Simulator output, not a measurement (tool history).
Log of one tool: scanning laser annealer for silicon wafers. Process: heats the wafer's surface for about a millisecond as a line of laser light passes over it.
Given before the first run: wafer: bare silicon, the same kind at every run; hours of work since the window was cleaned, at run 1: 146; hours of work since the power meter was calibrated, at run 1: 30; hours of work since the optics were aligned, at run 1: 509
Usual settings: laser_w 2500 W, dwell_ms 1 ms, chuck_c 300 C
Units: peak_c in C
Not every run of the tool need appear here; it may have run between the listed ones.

run,hour,laser_w,dwell_ms,chuck_c,hours of work since the window was cleaned,hours of work since the power meter was calibrated,hours of work since the optics were aligned,peak_c
1,0,2500,1,300,146,30,509,1103
2,13.5,2500,1,281,157,41,519,1085
3,21.3,2500,1,300,163,47,525,1103
4,32.3,2500,1,300,171,55,534,1107
5,44.9,2500,0.92,300,181,65,544,1072
6,54.8,2500,1,300,189,73,551,1107
7,60.6,2500,1,300,194,78,556,1106

Run 8 is up next; what results do you expect?
8,72.8,2500,1,300,203,87,566,?

{"run 8": {"peak_c": 1106}}
Without the tool's hidden state the same run would have given peak_c 1106 C.
